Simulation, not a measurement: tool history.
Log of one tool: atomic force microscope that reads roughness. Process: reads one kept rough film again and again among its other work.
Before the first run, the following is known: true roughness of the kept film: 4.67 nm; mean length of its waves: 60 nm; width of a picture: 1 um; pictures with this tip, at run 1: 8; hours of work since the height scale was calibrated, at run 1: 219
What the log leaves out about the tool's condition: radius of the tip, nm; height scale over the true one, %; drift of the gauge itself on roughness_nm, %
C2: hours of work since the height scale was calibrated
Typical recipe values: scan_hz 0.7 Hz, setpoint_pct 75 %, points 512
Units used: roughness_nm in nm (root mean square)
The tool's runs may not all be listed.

{"run": 1, "day": 0.0, "scan_hz": 0.7, "setpoint_pct": 75, "points": 512, "pictures with this tip": 8, "C2": 219, "roughness_nm": 4.279}
{"run": 2, "day": 0.342, "scan_hz": 0.7, "setpoint_pct": 75, "points": 512, "pictures with this tip": 26, "C2": 225, "roughness_nm": 4.176}
{"run": 3, "day": 0.583, "scan_hz": 0.7, "setpoint_pct": 75, "points": 277, "pictures with this tip": 38, "C2": 229, "roughness_nm": 4.107}
{"run": 4, "day": 0.821, "scan_hz": 0.7, "setpoint_pct": 75, "points": 512, "pictures with this tip": 50, "C2": 234, "roughness_nm": 4.084}
{"run": 5, "day": 1.217, "scan_hz": 0.7, "setpoint_pct": 75, "points": 512, "pictures with this tip": 69, "C2": 241, "roughness_nm": 4.031}
{"day": 1.267, "done": "new tip fitted"}
{"run": 6, "day": 1.471, "scan_hz": 0.7, "setpoint_pct": 75, "points": 512, "pictures with this tip": 10, "C2": 245, "roughness_nm": 4.275}
{"run": 7, "day": 1.658, "scan_hz": 0.7, "setpoint_pct": 74, "points": 512, "pictures with this tip": 19, "C2": 248, "roughness_nm": 4.241}
{"run": 8, "day": 2.071, "scan_hz": 0.7, "setpoint_pct": 75, "points": 512, "pictures with this tip": 40, "C2": 256, "roughness_nm": 4.111}
{"run": 9, "day": 2.446, "scan_hz": 0.7, "setpoint_pct": 75, "points": 512, "pictures with this tip": 59, "C2": 262, "roughness_nm": 4.018}
{"day": 2.738, "done": "new tip fitted"}
{"run": 10, "day": 2.762, "scan_hz": 0.7, "setpoint_pct": 65, "points": 512, "pictures with this tip": 2, "C2": 268, "roughness_nm": 4.377}
{"run": 11, "day": 3.046, "scan_hz": 1.891, "setpoint_pct": 75, "points": 512, "pictures with this tip": 16, "C2": 273, "roughness_nm": 3.91}
{"run": 12, "day": 3.375, "scan_hz": 1.891, "setpoint_pct": 75, "points": 512, "pictures with this tip": 32, "C2": 278, "roughness_nm": 3.858}
{"run": 13, "day": 3.567, "scan_hz": 0.7, "setpoint_pct": 75, "points": 855, "pictures with this tip": 42, "C2": 282, "roughness_nm": 4.14}
{"run": 14, "day": 3.979, "scan_hz": 0.7, "setpoint_pct": 75, "points": 326, "pictures with this tip": 62, "C2": 289, "roughness_nm": 3.996}
{"day": 4.171, "done": "new tip fitted"}
{"run": 15, "day": 4.229, "scan_hz": 0.7, "setpoint_pct": 75, "points": 512, "pictures with this tip": 3, "C2": 293, "roughness_nm": 4.279}
{"run": 16, "day": 4.471, "scan_hz": 0.7, "setpoint_pct": 85, "points": 512, "pictures with this tip": 15, "C2": 298, "roughness_nm": 4.069}
{"run": 17, "day": 4.883, "scan_hz": 0.7, "setpoint_pct": 85, "points": 512, "pictures with this tip": 36, "C2": 305, "roughness_nm": 3.99}
{"day": 4.962, "done": "height scale calibrated on a step standard"}
{"run": 18, "day": 5.204, "scan_hz": 0.7, "setpoint_pct": 85, "points": 512, "pictures with this tip": 50, "C2": 4, "roughness_nm": 3.939}
{"run": 19, "day": 5.596, "scan_hz": 2.649, "setpoint_pct": 75, "points": 512, "pictures with this tip": 69, "C2": 11, "roughness_nm": 3.499}
{"day": 5.642, "done": "new tip fitted"}
{"run": 20, "day": 6.038, "scan_hz": 2.649, "setpoint_pct": 75, "points": 512, "pictures with this tip": 19, "C2": 19, "roughness_nm": 3.7}
{"run": 21, "day": 6.317, "scan_hz": 2.649, "setpoint_pct": 75, "points": 512, "pictures with this tip": 33, "C2": 24, "roughness_nm": 3.668}
{"run": 22, "day": 6.633, "scan_hz": 2.372, "setpoint_pct": 84, "points": 849, "pictures with this tip": 49, "C2": 29, "roughness_nm": 3.347}
{"run": 23, "day": 7.046, "scan_hz": 2.372, "setpoint_pct": 84, "points": 849, "pictures with this tip": 70, "C2": 37, "roughness_nm": 3.292}
{"day": 7.1, "done": "new tip fitted"}
{"day": 7.312, "done": "height scale calibrated on a step standard, once more"}
{"run": 24, "day": 7.379, "scan_hz": 0.739, "setpoint_pct": 67, "points": 506, "pictures with this tip": 12, "C2": 1, "roughness_nm": 4.334}
{"run": 25, "day": 7.779, "scan_hz": 0.739, "setpoint_pct": 71, "points": 329, "pictures with this tip": 32, "C2": 8, "roughness_nm": 4.198}
{"run": 26, "day": 8.021, "scan_hz": 0.905, "setpoint_pct": 69, "points": 446, "pictures with this tip": 44, "C2": 13, "roughness_nm": 4.147}
{"run": 27, "day": 8.412, "scan_hz": 2.8, "setpoint_pct": 75, "points": 359, "pictures with this tip": 64, "C2": 20, "roughness_nm": 3.501}
{"day": 8.571, "done": "new tip fitted"}
{"run": 28, "day": 8.854, "scan_hz": 0.7, "setpoint_pct": 75, "points": 321, "pictures with this tip": 14, "C2": 27, "roughness_nm": 4.235}
{"run": 29, "day": 9.183, "scan_hz": 0.7, "setpoint_pct": 75, "points": 321, "pictures with this tip": 30, "C2": 33, "roughness_nm": 4.133}
{"run": 30, "day": 9.558, "scan_hz": 0.7, "setpoint_pct": 77, "points": 318, "pictures with this tip": 49, "C2": 40, "roughness_nm": 4.055}
{"run": 31, "day": 9.929, "scan_hz": 0.7, "setpoint_pct": 79, "points": 383, "pictures with this tip": 68, "C2": 46, "roughness_nm": 3.961}
{"day": 10.017, "done": "new tip fitted"}
{"run": 32, "day": 10.162, "scan_hz": 0.585, "setpoint_pct": 79, "points": 327, "pictures with this tip": 7, "C2": 50, "roughness_nm": 4.261}
{"run": 33, "day": 10.55, "scan_hz": 0.585, "setpoint_pct": 79, "points": 327, "pictures with this tip": 27, "C2": 57, "roughness_nm": 4.149}
{"run": 34, "day": 10.808, "scan_hz": 0.585, "setpoint_pct": 79, "points": 327, "pictures with this tip": 40, "C2": 61, "roughness_nm": 4.135}
{"run": 35, "day": 11.212, "scan_hz": 0.7, "setpoint_pct": 75, "points": 363, "pictures with this tip": 60, "C2": 69, "roughness_nm": 4.034}
{"day": 11.446, "done": "new tip fitted"}
{"run": 36, "day": 11.504, "scan_hz": 1.341, "setpoint_pct": 75, "points": 714, "pictures with this tip": 3, "C2": 74, "roughness_nm": 4.119}
{"run": 37, "day": 11.9, "scan_hz": 1.371, "setpoint_pct": 73, "points": 700, "pictures with this tip": 22, "C2": 81, "roughness_nm": 4.053}
{"run": 38, "day": 12.162, "scan_hz": 3.304, "setpoint_pct": 80, "points": 335, "pictures with this tip": 35, "C2": 85, "roughness_nm": 3.309}
{"run": 39, "day": 12.433, "scan_hz": 3.304, "setpoint_pct": 80, "points": 335, "pictures with this tip": 49, "C2": 90, "roughness_nm": 3.273}

Run by run, hidden condition taken away, random variation retained:
run=1 roughness_nm=4.341
run=2 roughness_nm=4.319
run=3 roughness_nm=4.306
run=4 roughness_nm=4.33
run=5 roughness_nm=4.363
run=6 roughness_nm=4.347
run=7 roughness_nm=4.354
run=8 roughness_nm=4.326
run=9 roughness_nm=4.316
run=10 roughness_nm=4.413
run=11 roughness_nm=4.002
run=12 roughness_nm=4.013
run=13 roughness_nm=4.356
run=14 roughness_nm=4.306
run=15 roughness_nm=4.318
run=16 roughness_nm=4.17
run=17 roughness_nm=4.181
run=18 roughness_nm=4.196
run=19 roughness_nm=3.802
run=20 roughness_nm=3.81
run=21 roughness_nm=3.834
run=22 roughness_nm=3.564
run=23 roughness_nm=3.589
run=24 roughness_nm=4.405
run=25 roughness_nm=4.37
run=26 roughness_nm=4.373
run=27 roughness_nm=3.775
run=28 roughness_nm=4.326
run=29 roughness_nm=4.299
run=30 roughness_nm=4.304
run=31 roughness_nm=4.291
run=32 roughness_nm=4.31
run=33 roughness_nm=4.291
run=34 roughness_nm=4.334
run=35 roughness_nm=4.317
run=36 roughness_nm=4.148
run=37 roughness_nm=4.169
run=38 roughness_nm=3.449
run=39 roughness_nm=3.467
